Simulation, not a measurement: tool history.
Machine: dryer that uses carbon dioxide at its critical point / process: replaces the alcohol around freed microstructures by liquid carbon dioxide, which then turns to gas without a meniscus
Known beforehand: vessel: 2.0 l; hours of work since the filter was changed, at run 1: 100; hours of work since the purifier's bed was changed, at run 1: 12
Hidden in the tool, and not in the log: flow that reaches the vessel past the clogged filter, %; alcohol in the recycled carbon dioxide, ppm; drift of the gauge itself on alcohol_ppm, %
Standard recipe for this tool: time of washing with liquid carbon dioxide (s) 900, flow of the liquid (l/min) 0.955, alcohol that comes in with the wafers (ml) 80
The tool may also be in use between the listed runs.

run	day	time of washing with liquid carbon dioxide (s)	flow of the liquid (l/min)	alcohol that comes in with the wafers (ml)	hours of work since the filter was changed	hours of work since the purifier's bed was changed	alcohol left in the vessel before it's heated (ppm by volume)
1	0	900	0.955	80	100	12	108
2	0.325	900	0.955	80	105	17	99
3	0.979	900	0.955	34	116	28	56
4	1.254	900	0.955	40	120	32	48
5	1.817	900	0.955	40	129	41	61
6	2.417	900	0.955	40	139	51	70
7	2.929	900	0.955	40	147	59	62
8	3.308	900	0.603	80	153	65	878
9	3.662	900	0.603	80	159	71	874
10	4.067	900	0.955	108	166	78	139
11	4.683	900	0.955	108	176	88	145
12	5.108	900	0.955	108	183	95	151
13	5.388	900	0.955	108	187	99	150
14	5.867	1380	0.955	80	195	107	14
15	6.204	1380	0.955	80	200	112	16
16	6.862	1380	0.955	80	211	123	29
17	7.292	960	1.46	80	218	130	28
18	7.95	660	1.024	25	229	141	142
19	8.271	1260	0.666	25	234	146	60
20	8.767	1260	0.666	25	242	154	66
21	9.442	1260	0.734	68	253	165	87
22	10.004	1260	0.734	68	262	174	77
23	10.338	1260	0.734	68	267	179	96
24	10.625	660	1.274	86	272	184	177
25	10.9	660	1.274	86	276	189	185
26	11.2	660	1.274	86	281	193	166
27	11.712	720	0.707	31	290	202	490
28	12.325	900	0.716	20	300	212	153
29	12.704	1380	0.955	42	306	218	40
30	13.146	1440	0.955	91	313	225	36
31	13.742	1440	0.955	91	323	235	33

Predict each of these 4 candidate next runs independently; none follows another, all start after run 31:
A	14.092	900	0.687	80	328	240	?
B	14.092	900	0.847	85	328	240	?
C	14.092	1440	0.741	24	328	240	?
D	14.092	720	0.955	80	328	240	?

run	alcohol left in the vessel before it's heated (ppm by volume)
A	617
B	260
C	34
D	401
With no hidden state in the tool, these same runs would have given:
run	alcohol left in the vessel before it's heated (ppm by volume)
A	461
B	171
C	2
D	285

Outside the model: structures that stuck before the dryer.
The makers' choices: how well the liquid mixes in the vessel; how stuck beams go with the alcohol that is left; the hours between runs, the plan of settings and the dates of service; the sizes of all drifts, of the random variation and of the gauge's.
